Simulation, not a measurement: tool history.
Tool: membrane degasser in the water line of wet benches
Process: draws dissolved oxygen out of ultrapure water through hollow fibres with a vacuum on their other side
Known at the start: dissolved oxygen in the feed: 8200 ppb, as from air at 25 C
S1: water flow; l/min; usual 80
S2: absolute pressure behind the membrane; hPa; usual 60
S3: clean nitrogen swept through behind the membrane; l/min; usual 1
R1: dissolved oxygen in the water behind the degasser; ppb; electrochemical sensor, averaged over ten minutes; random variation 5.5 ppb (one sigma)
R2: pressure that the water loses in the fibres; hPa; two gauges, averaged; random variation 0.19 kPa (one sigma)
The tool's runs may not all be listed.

run,hour,S1,S2,S3,R1,R2
1,0,80,60,1,551.1,376
2,42.1,80,60,1,565.5,378.6
3,105.7,80,60,1,551.9,377
4,195.7,80,60,1,563.5,375
5,249,80,60,1.75,451.1,376
6,292.3,80,60,1.75,447.2,378.7
7,339.3,80,60,1.02,563.4,377
8,391.6,80,40.9,1,322.5,376.7
9,448.5,80,39.5,1,316.7,379
10,544.9,80,39.5,1,310.1,375
11,594.8,80,60,1,578.8,378.2
12,639.3,80,60,1,576.5,375.4
13,681.6,80,60,1,574.3,378.2
14,735.1,56,60,1,337.9,265.1
15,831.9,80,60,2.06,424.8,378.1
16,883.2,80,60,2.06,428.8,377.8
17,950.9,95,60,2.06,589.9,451.1
18,1025.8,61,43.7,2.95,133.6,288.3
19,1093.2,89,55.1,2.95,431.8,422.7
20,1150.6,89,50.1,0.69,597.7,423.4
21,1205.6,89,50.1,0.69,602.6,421.3

The next listed run, before its measurement:
22,1250.1,50,60,1,?,?

Run 22 gave R1 299.4 ppb, R2 234.6 hPa.
Without the tool's hidden state the same run would have given R1 289.6 ppb, R2 231.9 hPa.
